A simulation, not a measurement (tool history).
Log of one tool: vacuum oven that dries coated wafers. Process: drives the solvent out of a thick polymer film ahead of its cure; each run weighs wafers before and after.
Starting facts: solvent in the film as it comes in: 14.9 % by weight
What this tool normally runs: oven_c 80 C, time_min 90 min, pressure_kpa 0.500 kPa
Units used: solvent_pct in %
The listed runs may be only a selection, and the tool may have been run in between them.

run 1 day=0.000 | oven_c=80 time_min=90 pressure_kpa=0.500 | solvent_pct=2.88
run 2 day=0.954 | oven_c=80 time_min=90 pressure_kpa=0.500 | solvent_pct=2.99
run 3 day=1.717 | oven_c=78 time_min=90 pressure_kpa=0.500 | solvent_pct=3.31
run 4 day=2.317 | oven_c=80 time_min=90 pressure_kpa=0.500 | solvent_pct=3.01
run 5 day=3.212 | oven_c=80 time_min=90 pressure_kpa=0.500 | solvent_pct=3.05
run 6 day=4.296 | oven_c=80 time_min=128 pressure_kpa=0.500 | solvent_pct=1.74
run 7 day=5.512 | oven_c=80 time_min=128 pressure_kpa=0.500 | solvent_pct=1.73
run 8 day=6.558 | oven_c=80 time_min=90 pressure_kpa=0.491 | solvent_pct=2.97
run 9 day=7.704 | oven_c=80 time_min=90 pressure_kpa=0.491 | solvent_pct=2.99
run 10 day=8.475 | oven_c=83 time_min=90 pressure_kpa=0.500 | solvent_pct=2.35
run 11 day=9.096 | oven_c=68 time_min=64 pressure_kpa=1.193 | solvent_pct=7.73
run 12 day=9.929 | oven_c=93 time_min=113 pressure_kpa=0.806 | solvent_pct=0.80
run 13 day=10.567 | oven_c=93 time_min=113 pressure_kpa=0.806 | solvent_pct=0.84
run 14 day=11.242 | oven_c=65 time_min=60 pressure_kpa=0.717 | solvent_pct=8.25
run 15 day=12.071 | oven_c=65 time_min=60 pressure_kpa=0.717 | solvent_pct=7.97
run 16 day=12.950 | oven_c=65 time_min=60 pressure_kpa=0.717 | solvent_pct=7.97
run 17 day=13.442 | oven_c=83 time_min=90 pressure_kpa=1.947 | solvent_pct=3.47
run 18 day=14.454 | oven_c=67 time_min=90 pressure_kpa=1.003 | solvent_pct=6.27
run 19 day=15.388 | oven_c=80 time_min=62 pressure_kpa=0.470 | solvent_pct=4.46
run 20 day=16.429 | oven_c=80 time_min=62 pressure_kpa=0.470 | solvent_pct=4.57

Below are 3 alternative next runs, each starting from the tool's condition after run 20. Predict each:
run A day=17.625 | oven_c=81 time_min=74 pressure_kpa=1.305 | solvent_pct=?
run B day=17.625 | oven_c=73 time_min=62 pressure_kpa=0.470 | solvent_pct=?
run C day=17.625 | oven_c=92 time_min=58 pressure_kpa=0.500 | solvent_pct=?

run=A solvent_pct=4.28
run=B solvent_pct=6.26
run=C solvent_pct=2.54
Take away the tool's hidden state, keep each run's random variation, and the runs would have read:
run=A solvent_pct=3.61
run=B solvent_pct=5.56
run=C solvent_pct=2.04

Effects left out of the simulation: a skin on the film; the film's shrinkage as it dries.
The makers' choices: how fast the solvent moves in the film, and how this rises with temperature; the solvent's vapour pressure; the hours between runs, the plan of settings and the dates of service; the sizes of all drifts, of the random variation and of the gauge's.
